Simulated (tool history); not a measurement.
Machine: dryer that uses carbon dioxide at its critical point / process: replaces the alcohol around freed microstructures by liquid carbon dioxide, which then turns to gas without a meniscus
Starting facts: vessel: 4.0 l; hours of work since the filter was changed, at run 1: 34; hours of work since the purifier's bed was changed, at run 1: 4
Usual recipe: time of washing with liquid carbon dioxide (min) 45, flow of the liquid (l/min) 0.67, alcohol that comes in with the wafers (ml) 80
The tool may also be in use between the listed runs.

run   hour  time of washing with liquid carbon dioxide (min)  flow of the liquid (l/min)  alcohol that comes in with the wafers (ml)  hours of work since the filter was changed  hours of work since the purifier's bed was changed  alcohol left in the vessel before it's heated (ppm by volume)
  1      0                                                45                        0.67                                          80                                          34                                                   4                                                             90
  2   11.5                                                38                        0.67                                          80                                          39                                                   9                                                            199
  3   17.5                                                38                        0.67                                          80                                          42                                                  11                                                            203
  4     31                                                38                        0.67                                          80                                          47                                                  17                                                            205
  5   39.6                                                38                        0.67                                          80                                          51                                                  21                                                            206
  6     47                                                45                       0.448                                          80                                          54                                                  24                                                            524
  7   54.4                                                45                        0.67                                          24                                          57                                                  27                                                             36
  8   65.9                                                45                        0.67                                          24                                          62                                                  32                                                             49
  9   73.2                                                45                        0.67                                          65                                          65                                                  35                                                             84
 10   82.2                                                45                        0.67                                          65                                          69                                                  39                                                             91
 11   87.6                                                45                        0.67                                          80                                          71                                                  41                                                            105
 12  100.6                                                45                        0.67                                          80                                          76                                                  46                                                            104
 13  107.3                                                49                        0.67                                          80                                          79                                                  49                                                             71
 14  115.1                                                49                        0.67                                          80                                          83                                                  52                                                             77
 15    123                                                71                       0.429                                          89                                          86                                                  56                                                            114
 16  136.1                                                56                       0.429                                          27                                          91                                                  61                                                            122
 17  146.1                                                56                       0.429                                          27                                          96                                                  65                                                            116
 18  152.6                                                36                       0.829                                          61                                          98                                                  68                                                            102
 19  160.4                                                36                        0.95                                          61                                         102                                                  71                                                             55
 20    172                                                45                       1.019                                          31                                         107                                                  76                                                             25
 21  181.1                                                28                        0.67                                          35                                         110                                                  80                                                            323
 22  187.3                                                52                       0.717                                          80                                         113                                                  83                                                             54
 23  195.9                                                32                       0.598                                          80                                         117                                                  86                                                            698
 24  206.5                                                32                       0.598                                          80                                         121                                                  91                                                            680
 25  214.1                                                66                       0.686                                          46                                         124                                                  94                                                             33
 26    220                                                66                       0.582                                          34                                         127                                                  96                                                             42
 27    228                                                53                       1.027                                          21                                         130                                                 100                                                             37
 28  239.2                                                53                       0.585                                          25                                         135                                                 105                                                             58

What if the next run were any one of these 5? Each begins from the tool's condition after run 28:
  A  250.2                                                54                       0.728                                          33                                         139                                                 109                                                              ?
  B  250.2                                                53                        0.58                                          28                                         139                                                 109                                                              ?
  C  250.2                                                39                       0.616                                          40                                         139                                                 109                                                              ?
  D  250.2                                                28                       0.557                                          46                                         139                                                 109                                                              ?
  E  250.2                                                45                        0.67                                          40                                         139                                                 109                                                              ?

run  alcohol left in the vessel before it's heated (ppm by volume)
  A                                                             43
  B                                                             67
  C                                                            173
  D                                                            779
  E                                                             88
What these runs would have given with no unlogged condition in the tool:
run  alcohol left in the vessel before it's heated (ppm by volume)
  A                                                             10
  B                                                             29
  C                                                            116
  D                                                            656
  E                                                             47
